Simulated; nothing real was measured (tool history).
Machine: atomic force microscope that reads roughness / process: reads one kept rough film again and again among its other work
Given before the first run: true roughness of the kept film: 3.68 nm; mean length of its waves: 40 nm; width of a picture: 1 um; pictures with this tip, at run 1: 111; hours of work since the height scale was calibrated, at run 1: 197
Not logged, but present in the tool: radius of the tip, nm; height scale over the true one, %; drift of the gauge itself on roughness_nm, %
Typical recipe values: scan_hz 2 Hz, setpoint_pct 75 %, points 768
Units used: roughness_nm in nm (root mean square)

run    day  scan_hz  setpoint_pct  points  pictures with this tip  hours of work since the height scale was calibrated  roughness_nm
  1      0        2            75     768                     111                                                  197         3.074
  2  0.208        2            75     768                     120                                                  201         3.092
  3  0.612        2            75     768                     139                                                  207         3.091
  4  1.025        2            75     768                     157                                                  213         3.038
  5    1.3        2            75     768                     170                                                  218         3.044
  6  1.646        2            75     768                     185                                                  223         3.021
  7  2.075        2            75     768                     205                                                  230         2.996
  8  2.392        2            75     768                     219                                                  235         3.018
  9  2.854        2            75     768                     241                                                  242         2.985
 10   3.05        2            75     768                     249                                                  245         2.949
 11  3.362        2            75     768                     264                                                  250         2.972
 12  3.621     1.14            75     768                     276                                                  254         3.048
 13  3.883        2            75     768                     287                                                  258         2.946
 14  4.296        2            75     788                     306                                                  264         2.932
 15  4.742        2            75     768                     327                                                  271         2.906
 16  5.125        2            87     315                     344                                                  277          2.74
 17  5.504     1.07            73     315                     361                                                  283         2.982
     5.662  -- new tip fitted
 18  5.992     1.59            69     770                      15                                                  291         3.295
 19  6.233     0.85            59     584                      27                                                  294         3.346
 20  6.546     0.85            59     584                      41                                                  299          3.35
 21  6.904      0.6            78     450                      57                                                  305         3.271
 22  7.212     2.51            67     813                      71                                                  310         3.175
 23  7.683     2.51            67     813                      92                                                  317         3.134
 24  7.871        2            56     464                     101                                                  320         3.236
 25  8.242     0.68            57     701                     118                                                  326         3.276
 26  8.642     0.68            57     701                     136                                                  332         3.264
 27  9.038      0.8            60     471                     154                                                  338         3.243
 28    9.5      0.8            60     471                     175                                                  345         3.216
 29  9.946     1.14            67     471                     196                                                  352         3.154

What if the next run were any one of these 5? Each begins from the tool's condition after run 29:
  A  10.304     3.22            75     398                     212                                                  358             ?
  B  10.304     1.88            75     643                     212                                                  358             ?
  C  10.304     1.79            73     471                     212                                                  358             ?
  D  10.304     3.98            75     768                     212                                                  358             ?
  E  10.304     1.14            90     471                     212                                                  358             ?

run  roughness_nm
  A         2.856
  B         3.013
  C         3.032
  D         2.813
  E         2.957
Stripped of hidden state, with their random variation kept, the same runs would have yielded:
run  roughness_nm
  A         3.065
  B         3.233
  C         3.254
  D         3.018
  E         3.174

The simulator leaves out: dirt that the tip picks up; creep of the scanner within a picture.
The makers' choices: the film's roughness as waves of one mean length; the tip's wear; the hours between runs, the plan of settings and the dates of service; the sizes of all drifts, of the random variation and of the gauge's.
